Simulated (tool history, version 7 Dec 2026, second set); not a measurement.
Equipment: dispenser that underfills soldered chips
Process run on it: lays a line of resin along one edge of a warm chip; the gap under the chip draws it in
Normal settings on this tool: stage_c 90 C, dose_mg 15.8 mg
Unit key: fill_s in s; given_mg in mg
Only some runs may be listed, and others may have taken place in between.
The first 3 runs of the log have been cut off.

run,hour,stage_c,dose_mg,fill_s,given_mg
4,28.3,90,15.8,72.5,15.27
# hour 29.7: new syringe of resin
5,33.7,90,15.8,53.6,15.11
6,39.7,90,15.8,67.1,15.12
# hour 42.2: new syringe of resin
7,45.6,90,15.8,51.3,15.05
# hour 55.4: new syringe of resin
8,55.6,88,15.8,50.6,14.97
# hour 67.9: new syringe of resin
9,67.9,77,15.8,75.5,14.98
10,77.3,77,15.8,111.5,14.96
# hour 80.8: new syringe of resin
11,89.6,77,15.8,110,14.75
# hour 93.5: new syringe of resin
12,98.5,77,15.8,93,14.79
# hour 106.1: new syringe of resin
# hour 107.1: dispensing valve cleaned and set on the balance
13,110.6,77,15.8,87.9,15.89
# hour 119.9: new syringe of resin
14,122.4,77,15.8,81.5,15.83
15,129.3,100,15.8,45.3,15.87
# hour 132.9: new syringe of resin
16,141,90,15.8,62.7,15.59
# hour 145.5: new syringe of resin
17,148.2,90,15.8,50.4,15.48
# hour 158.1: new syringe of resin
18,158.1,92,16.7,40.7,16.34
19,169.6,76,18.2,125.5,17.93
# hour 170.4: new syringe of resin
20,175.1,76,18.1,94.3,17.55

Expected results for the next run?
# hour 182.9: new syringe of resin
21,184.6,76,18,?,?

{"run 21": {"fill_s": 82.2, "given_mg": 17.5}}
On a tool with no hidden condition, and with the same random variation, this run would have come out at fill_s 80 s, given_mg 17.99 mg.
